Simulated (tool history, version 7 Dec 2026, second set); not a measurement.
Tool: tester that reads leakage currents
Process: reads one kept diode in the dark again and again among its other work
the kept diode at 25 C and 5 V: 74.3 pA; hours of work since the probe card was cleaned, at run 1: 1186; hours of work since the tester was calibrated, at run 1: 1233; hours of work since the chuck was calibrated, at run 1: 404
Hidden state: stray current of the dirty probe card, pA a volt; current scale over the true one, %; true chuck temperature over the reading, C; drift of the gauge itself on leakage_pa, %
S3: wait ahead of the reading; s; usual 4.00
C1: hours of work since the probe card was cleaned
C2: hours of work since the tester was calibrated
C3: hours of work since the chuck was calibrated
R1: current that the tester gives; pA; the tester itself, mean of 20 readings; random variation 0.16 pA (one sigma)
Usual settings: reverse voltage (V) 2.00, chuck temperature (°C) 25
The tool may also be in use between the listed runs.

{"run": 1, "day": 0.0, "reverse voltage (V)": 2.0, "chuck temperature (°C)": 25, "S3": 4.0, "C1": 1186, "C2": 1233, "C3": 404, "R1": 54.43}
{"run": 2, "day": 1.817, "reverse voltage (V)": 2.0, "chuck temperature (°C)": 25, "S3": 4.0, "C1": 1212, "C2": 1260, "C3": 431, "R1": 54.4}
{"run": 3, "day": 2.958, "reverse voltage (V)": 2.0, "chuck temperature (°C)": 25, "S3": 4.0, "C1": 1229, "C2": 1277, "C3": 447, "R1": 54.14}
{"run": 4, "day": 4.358, "reverse voltage (V)": 2.0, "chuck temperature (°C)": 25, "S3": 4.0, "C1": 1250, "C2": 1298, "C3": 468, "R1": 54.74}
{"run": 5, "day": 6.321, "reverse voltage (V)": 2.0, "chuck temperature (°C)": 25, "S3": 4.0, "C1": 1279, "C2": 1327, "C3": 497, "R1": 54.53}
{"run": 6, "day": 8.021, "reverse voltage (V)": 2.0, "chuck temperature (°C)": 25, "S3": 4.0, "C1": 1304, "C2": 1352, "C3": 522, "R1": 55.2}
{"run": 7, "day": 9.108, "reverse voltage (V)": 2.0, "chuck temperature (°C)": 25, "S3": 4.0, "C1": 1320, "C2": 1368, "C3": 538, "R1": 55.17}
{"run": 8, "day": 10.467, "reverse voltage (V)": 1.69, "chuck temperature (°C)": 25, "S3": 4.0, "C1": 1340, "C2": 1388, "C3": 558, "R1": 51.51}
{"run": 9, "day": 11.883, "reverse voltage (V)": 1.77, "chuck temperature (°C)": 25, "S3": 4.0, "C1": 1361, "C2": 1409, "C3": 579, "R1": 52.46}
{"run": 10, "day": 13.225, "reverse voltage (V)": 1.77, "chuck temperature (°C)": 25, "S3": 4.0, "C1": 1381, "C2": 1428, "C3": 599, "R1": 52.81}
{"run": 11, "day": 15.379, "reverse voltage (V)": 1.77, "chuck temperature (°C)": 25, "S3": 4.0, "C1": 1412, "C2": 1460, "C3": 631, "R1": 52.91}
{"run": 12, "day": 16.925, "reverse voltage (V)": 1.77, "chuck temperature (°C)": 25, "S3": 4.0, "C1": 1435, "C2": 1483, "C3": 653, "R1": 53.09}
{"run": 13, "day": 18.512, "reverse voltage (V)": 2.0, "chuck temperature (°C)": 25, "S3": 4.0, "C1": 1459, "C2": 1506, "C3": 677, "R1": 55.7}
{"run": 14, "day": 19.954, "reverse voltage (V)": 2.0, "chuck temperature (°C)": 25, "S3": 4.0, "C1": 1480, "C2": 1528, "C3": 698, "R1": 56.2}
{"run": 15, "day": 21.829, "reverse voltage (V)": 2.0, "chuck temperature (°C)": 25, "S3": 4.0, "C1": 1508, "C2": 1555, "C3": 726, "R1": 56.1}
{"run": 16, "day": 23.283, "reverse voltage (V)": 2.0, "chuck temperature (°C)": 25, "S3": 4.0, "C1": 1529, "C2": 1577, "C3": 747, "R1": 56.03}
{"run": 17, "day": 25.379, "reverse voltage (V)": 2.0, "chuck temperature (°C)": 25, "S3": 4.0, "C1": 1560, "C2": 1608, "C3": 778, "R1": 56.34}
{"run": 18, "day": 26.438, "reverse voltage (V)": 2.0, "chuck temperature (°C)": 25, "S3": 4.0, "C1": 1576, "C2": 1623, "C3": 794, "R1": 56.57}
{"run": 19, "day": 28.6, "reverse voltage (V)": 2.0, "chuck temperature (°C)": 25, "S3": 4.0, "C1": 1607, "C2": 1655, "C3": 825, "R1": 56.73}
{"run": 20, "day": 29.579, "reverse voltage (V)": 1.37, "chuck temperature (°C)": 34, "S3": 4.8, "C1": 1622, "C2": 1670, "C3": 840, "R1": 106.67}
{"run": 21, "day": 30.95, "reverse voltage (V)": 2.85, "chuck temperature (°C)": 34, "S3": 4.0, "C1": 1642, "C2": 1690, "C3": 860, "R1": 142.38}
{"run": 22, "day": 32.812, "reverse voltage (V)": 3.39, "chuck temperature (°C)": 58, "S3": 8.14, "C1": 1670, "C2": 1717, "C3": 888, "R1": 1002.74}
{"run": 23, "day": 34.175, "reverse voltage (V)": 3.39, "chuck temperature (°C)": 58, "S3": 8.14, "C1": 1690, "C2": 1737, "C3": 908, "R1": 1000.84}
{"run": 24, "day": 35.571, "reverse voltage (V)": 2.0, "chuck temperature (°C)": 25, "S3": 0.41, "C1": 1710, "C2": 1758, "C3": 928, "R1": 57.88}
{"run": 25, "day": 37.171, "reverse voltage (V)": 19.01, "chuck temperature (°C)": 25, "S3": 0.36, "C1": 1734, "C2": 1781, "C3": 952, "R1": 149.48}
{"run": 26, "day": 38.929, "reverse voltage (V)": 3.23, "chuck temperature (°C)": 25, "S3": 4.24, "C1": 1760, "C2": 1807, "C3": 978, "R1": 69.27}
{"day": 39.162, "done": "probe card cleaned and baked"}
{"run": 27, "day": 40.258, "reverse voltage (V)": 2.0, "chuck temperature (°C)": 59, "S3": 4.0, "C1": 16, "C2": 1825, "C3": 996, "R1": 874.24}
{"run": 28, "day": 41.95, "reverse voltage (V)": 5.07, "chuck temperature (°C)": 30, "S3": 7.54, "C1": 41, "C2": 1850, "C3": 1021, "R1": 129.14}
{"run": 29, "day": 43.962, "reverse voltage (V)": 1.94, "chuck temperature (°C)": 34, "S3": 4.0, "C1": 71, "C2": 1880, "C3": 1050, "R1": 124.5}
{"run": 30, "day": 46.088, "reverse voltage (V)": 1.33, "chuck temperature (°C)": 34, "S3": 0.39, "C1": 102, "C2": 1911, "C3": 1082, "R1": 108.31}
{"run": 31, "day": 47.958, "reverse voltage (V)": 1.4, "chuck temperature (°C)": 58, "S3": 0.86, "C1": 130, "C2": 1939, "C3": 1109, "R1": 721.74}
{"run": 32, "day": 49.179, "reverse voltage (V)": 7.06, "chuck temperature (°C)": 22, "S3": 0.54, "C1": 148, "C2": 1957, "C3": 1127, "R1": 76.04}
{"run": 33, "day": 50.217, "reverse voltage (V)": 7.06, "chuck temperature (°C)": 22, "S3": 0.54, "C1": 163, "C2": 1972, "C3": 1142, "R1": 76.43}
{"day": 52.042, "done": "probe card cleaned and baked, once more"}
{"run": 34, "day": 52.042, "reverse voltage (V)": 7.06, "chuck temperature (°C)": 22, "S3": 0.54, "C1": 0, "C2": 1997, "C3": 1168, "R1": 74.64}
{"run": 35, "day": 53.179, "reverse voltage (V)": 17.76, "chuck temperature (°C)": 46, "S3": 0.36, "C1": 17, "C2": 2014, "C3": 1184, "R1": 801.61}
{"run": 36, "day": 54.083, "reverse voltage (V)": 17.76, "chuck temperature (°C)": 40, "S3": 0.36, "C1": 30, "C2": 2027, "C3": 1198, "R1": 499.48}
{"run": 37, "day": 55.733, "reverse voltage (V)": 1.92, "chuck temperature (°C)": 25, "S3": 4.0, "C1": 54, "C2": 2052, "C3": 1222, "R1": 57.55}

The same runs without the tool's hidden state, with the same run-to-run variation:
run=1 R1=51.98
run=2 R1=51.82
run=3 R1=51.48
run=4 R1=51.95
run=5 R1=51.62
run=6 R1=52.14
run=7 R1=52.02
run=8 R1=48.50
run=9 R1=49.27
run=10 R1=49.52
run=11 R1=49.46
run=12 R1=49.52
run=13 R1=51.82
run=14 R1=52.18
run=15 R1=51.95
run=16 R1=51.78
run=17 R1=51.91
run=18 R1=52.06
run=19 R1=52.05
run=20 R1=98.48
run=21 R1=131.12
run=22 R1=933.19
run=23 R1=930.08
run=24 R1=52.67
run=25 R1=134.35
run=26 R1=62.56
run=27 R1=807.26
run=28 R1=116.15
run=29 R1=112.63
run=30 R1=97.82
run=31 R1=660.30
run=32 R1=66.56
run=33 R1=66.79
run=34 R1=66.70
run=35 R1=725.43
run=36 R1=450.09
run=37 R1=51.14

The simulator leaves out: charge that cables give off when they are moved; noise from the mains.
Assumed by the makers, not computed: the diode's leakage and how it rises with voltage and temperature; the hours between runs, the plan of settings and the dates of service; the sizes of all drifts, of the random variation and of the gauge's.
